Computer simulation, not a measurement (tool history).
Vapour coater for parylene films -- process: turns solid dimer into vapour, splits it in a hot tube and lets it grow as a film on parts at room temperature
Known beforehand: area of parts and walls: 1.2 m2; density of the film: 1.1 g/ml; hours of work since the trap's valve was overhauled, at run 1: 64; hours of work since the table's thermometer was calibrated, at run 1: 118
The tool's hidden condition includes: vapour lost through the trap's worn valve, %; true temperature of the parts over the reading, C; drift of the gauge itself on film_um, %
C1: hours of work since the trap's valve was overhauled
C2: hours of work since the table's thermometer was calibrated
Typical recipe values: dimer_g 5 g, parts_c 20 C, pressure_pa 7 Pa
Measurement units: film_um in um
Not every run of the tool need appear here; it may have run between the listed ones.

Run 1, hour 0: usual settings; C1 64; C2 118. Result: film_um 1.92 um.
Run 2, hour 56.9: usual settings; C1 97; C2 151. Result: film_um 1.88 um.
Run 3, hour 120.8: usual settings; C1 133; C2 187. Result: film_um 1.82 um.
Run 4, hour 179.5: usual settings but parts_c 24 C; C1 167; C2 221. Result: film_um 1.64 um.
Run 5, hour 216.8: usual settings but parts_c 24 C, pressure_pa 4.46 Pa; C1 188; C2 242. Result: film_um 1.7 um.
At hour 243.4: trap's valve overhauled.
Run 6, hour 266.1: usual settings but dimer_g 2 g; C1 13; C2 268. Result: film_um 0.77 um.
Run 7, hour 321.4: usual settings but dimer_g 2 g; C1 45; C2 300. Result: film_um 0.78 um.
Run 8, hour 360.2: usual settings but dimer_g 2 g, parts_c 28 C; C1 67; C2 322. Result: film_um 0.65 um.
Run 9, hour 404.4: usual settings but dimer_g 2 g, parts_c 19 C; C1 92; C2 348. Result: film_um 0.77 um.
At hour 409: table's thermometer calibrated.
Run 10, hour 456.2: usual settings but dimer_g 2 g, parts_c 16 C, pressure_pa 2.53 Pa; C1 121; C2 27. Result: film_um 0.9 um.
Run 11, hour 526.2: usual settings but dimer_g 3 g, parts_c 23 C, pressure_pa 8.31 Pa; C1 161; C2 67. Result: film_um 0.99 um.
Run 12, hour 589.1: usual settings but dimer_g 3 g, parts_c 23 C, pressure_pa 8.31 Pa; C1 197; C2 103. Result: film_um 0.98 um.
At hour 601.7: trap's valve overhauled.
At hour 618.1: table's thermometer calibrated, once more.
Run 13, hour 629.3: usual settings but dimer_g 3 g, parts_c 23 C, pressure_pa 8.31 Pa; C1 15; C2 6. Result: film_um 1.1 um.
Run 14, hour 663.5: usual settings but dimer_g 7 g, pressure_pa 2.17 Pa; C1 35; C2 26. Result: film_um 3.11 um.
Run 15, hour 731.6: usual settings but dimer_g 7 g, pressure_pa 2.17 Pa; C1 74; C2 65. Result: film_um 3.06 um.
Run 16, hour 799.7: usual settings but dimer_g 3 g, parts_c 23 C, pressure_pa 6.25 Pa; C1 113; C2 104. Result: film_um 1.08 um.
Run 17, hour 844.4: usual settings but dimer_g 3 g, parts_c 23 C, pressure_pa 6.25 Pa; C1 138; C2 130. Result: film_um 1.05 um.
Run 18, hour 872.9: usual settings but pressure_pa 2.75 Pa; C1 155; C2 146. Result: film_um 2.01 um.

Alternative continuations, all from the tool just after run 18; predict every row:
Run A, hour 917.2: usual settings but pressure_pa 3.98 Pa; C1 180; C2 171. Result: film_um ?.
Run B, hour 917.2: usual settings but dimer_g 2 g, pressure_pa 2.75 Pa; C1 180; C2 171. Result: film_um ?.
Run C, hour 917.2: usual settings but dimer_g 8 g, pressure_pa 2.75 Pa; C1 180; C2 171. Result: film_um ?.

run  film_um
  A     1.91
  B     0.79
  C     3.19
Stripped of hidden state, with their random variation kept, the same runs would have yielded:
run  film_um
  A     2.14
  B     0.89
  C     3.57
